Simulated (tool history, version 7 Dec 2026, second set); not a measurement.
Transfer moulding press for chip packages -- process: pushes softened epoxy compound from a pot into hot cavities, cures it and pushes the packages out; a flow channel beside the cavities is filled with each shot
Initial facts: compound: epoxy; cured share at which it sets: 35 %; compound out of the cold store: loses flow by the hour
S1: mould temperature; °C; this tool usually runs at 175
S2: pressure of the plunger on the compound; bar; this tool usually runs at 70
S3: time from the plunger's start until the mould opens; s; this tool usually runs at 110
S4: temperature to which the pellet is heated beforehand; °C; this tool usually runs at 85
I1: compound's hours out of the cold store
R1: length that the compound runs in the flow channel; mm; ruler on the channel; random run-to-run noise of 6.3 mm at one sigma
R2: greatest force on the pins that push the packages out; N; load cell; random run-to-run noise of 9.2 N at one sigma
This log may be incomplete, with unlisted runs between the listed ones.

{"run": 1, "day": 0.0, "S1": 175, "S2": 70, "S3": 110, "S4": 85, "I1": 24, "R1": 703, "R2": 408}
{"run": 2, "day": 0.558, "S1": 175, "S2": 70, "S3": 110, "S4": 85, "I1": 10.3, "R1": 769, "R2": 426}
{"run": 3, "day": 1.329, "S1": 175, "S2": 70, "S3": 110, "S4": 85, "I1": 45.9, "R1": 637, "R2": 394}
{"day": 1.65, "done": "cavities cleaned with cleaning compound and waxed"}
{"run": 4, "day": 2.175, "S1": 175, "S2": 70, "S3": 110, "S4": 85, "I1": 14.4, "R1": 745, "R2": 431}
{"run": 5, "day": 2.85, "S1": 175, "S2": 70, "S3": 110, "S4": 85, "I1": 43.1, "R1": 637, "R2": 403}
{"run": 6, "day": 3.496, "S1": 175, "S2": 70, "S3": 110, "S4": 85, "I1": 40.2, "R1": 649, "R2": 413}
{"run": 7, "day": 4.133, "S1": 175, "S2": 70, "S3": 110, "S4": 85, "I1": 30.6, "R1": 694, "R2": 411}
{"run": 8, "day": 4.683, "S1": 175, "S2": 70, "S3": 110, "S4": 85, "I1": 27.4, "R1": 693, "R2": 417}
{"day": 4.975, "done": "cavities cleaned with cleaning compound and waxed"}
{"run": 9, "day": 5.617, "S1": 175, "S2": 70, "S3": 110, "S4": 85, "I1": 45.7, "R1": 632, "R2": 405}
{"run": 10, "day": 6.121, "S1": 175, "S2": 70, "S3": 110, "S4": 85, "I1": 18.1, "R1": 737, "R2": 429}
{"run": 11, "day": 6.633, "S1": 175, "S2": 70, "S3": 110, "S4": 85, "I1": 22.7, "R1": 708, "R2": 435}
{"run": 12, "day": 7.117, "S1": 175, "S2": 63.4, "S3": 110, "S4": 85, "I1": 21, "R1": 690, "R2": 419}
{"run": 13, "day": 7.508, "S1": 175, "S2": 63.4, "S3": 110, "S4": 85, "I1": 42.2, "R1": 611, "R2": 423}
{"run": 14, "day": 8.038, "S1": 175, "S2": 63.4, "S3": 110, "S4": 85, "I1": 39.9, "R1": 626, "R2": 406}
{"day": 8.321, "done": "cavities cleaned with cleaning compound and waxed"}
{"run": 15, "day": 8.612, "S1": 170, "S2": 85.2, "S3": 94, "S4": 85, "I1": 14.6, "R1": 862, "R2": 834}
{"run": 16, "day": 8.996, "S1": 175, "S2": 54.5, "S3": 110, "S4": 85, "I1": 33.8, "R1": 589, "R2": 417}
{"run": 17, "day": 9.688, "S1": 175, "S2": 54.5, "S3": 110, "S4": 85, "I1": 14.7, "R1": 660, "R2": 411}
{"run": 18, "day": 10.317, "S1": 174, "S2": 54.5, "S3": 110, "S4": 85, "I1": 25.6, "R1": 612, "R2": 451}
{"run": 19, "day": 11.212, "S1": 174, "S2": 54.5, "S3": 110, "S4": 85, "I1": 18.8, "R1": 640, "R2": 443}
{"day": 11.65, "done": "cavities cleaned with cleaning compound and waxed"}
{"run": 20, "day": 11.988, "S1": 175, "S2": 70, "S3": 92, "S4": 75, "I1": 44.8, "R1": 630, "R2": 554}
{"run": 21, "day": 12.608, "S1": 175, "S2": 70, "S3": 129, "S4": 85, "I1": 18.3, "R1": 744, "R2": 379}

What does the tool deliver on the next run?
{"run": 22, "day": 13.108, "S1": 181, "S2": 70, "S3": 110, "S4": 85, "I1": 22.4, "R1": "?", "R2": "?"}

Logged for run 22: R1 713 mm, R2 360 N.
On a tool with no hidden condition, and with the same random variation, this run would have come out at R1 714 mm, R2 358 N.
